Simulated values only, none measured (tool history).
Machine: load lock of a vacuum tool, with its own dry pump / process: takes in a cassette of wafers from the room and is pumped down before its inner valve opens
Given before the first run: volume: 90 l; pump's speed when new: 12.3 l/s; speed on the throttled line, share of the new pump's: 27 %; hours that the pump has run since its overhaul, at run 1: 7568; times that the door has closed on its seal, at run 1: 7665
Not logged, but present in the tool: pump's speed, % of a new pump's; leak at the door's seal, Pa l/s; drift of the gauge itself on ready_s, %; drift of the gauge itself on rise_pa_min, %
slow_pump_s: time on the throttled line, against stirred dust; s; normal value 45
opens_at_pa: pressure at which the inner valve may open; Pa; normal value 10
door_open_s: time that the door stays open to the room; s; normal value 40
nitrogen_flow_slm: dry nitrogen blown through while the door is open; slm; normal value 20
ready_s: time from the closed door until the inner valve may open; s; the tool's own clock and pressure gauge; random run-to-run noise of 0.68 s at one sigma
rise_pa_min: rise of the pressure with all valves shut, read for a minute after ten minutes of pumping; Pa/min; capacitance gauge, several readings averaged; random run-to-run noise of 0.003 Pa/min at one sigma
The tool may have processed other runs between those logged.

run      day  slow_pump_s  opens_at_pa  door_open_s  nitrogen_flow_slm  hours that the pump has run since its overhaul  times that the door has closed on its seal  incoming humidity of the room's air, %  ready_s  rise_pa_min
  1    0.000           45           10           40                 20                                            7568                                        7665                                    51.1    107.1        0.088
  2   10.042           45           10           40                 20                                            7809                                        7924                                    44.4    108.4        0.089
  3   16.483           44           10           40                 20                                            7963                                        8091                                    44.6    106.7        0.086
  4   26.917           45           10           40                 14                                            8214                                        8360                                    44.4    108.9        0.095
  5   35.600           45           10           40                 14                                            8422                                        8585                                    46.4    108.1        0.098
  6   49.300           45           10           40                 14                                            8751                                        8939                                    44.9    108.9        0.108
  7   56.892           29           10           40                 20                                            8933                                        9135                                    43.6     97.5        0.102
  8   68.404           29           10           40                 20                                            9209                                        9432                                    43.6     97.8        0.097
  9   81.496           45           10           40                 20                                            9524                                        9771                                    47.7    108.3        0.107
 10   92.150           45           10           40                 20                                            9779                                       10046                                    45.6    109.1        0.109
 11   98.888           45           10           40                 20                                            9941                                       10220                                    42.3    108.9        0.114
 12  107.292           45           10           40                 20                                           10143                                       10437                                    44.6    110.2        0.121
 13  117.317           45           10           40                 20                                           10383                                       10696                                    43.0    109.6        0.122
 14  129.258           45           10           40                 20                                           10670                                       11005                                    41.1    108.5        0.124
 15  138.188           45           10           40                 20                                           10884                                       11235                                    45.2    109.5        0.127
 16  148.383           45           10           27                 20                                           11129                                       11499                                    44.0    110.0        0.128
 17  155.838           45           10           40                  9                                           11308                                       11692                                    44.5    110.7        0.146

Run 18 comes next. What will it give?
 18  163.167           45           10           40                  9                                           11484                                       11881                                    46.3        ?            ?

For run 18 the tool returned ready_s 111.7 s, rise_pa_min 0.146 Pa/min.
Had the tool carried no hidden state, the very same run would have given ready_s 101.6 s, rise_pa_min 0.024 Pa/min.
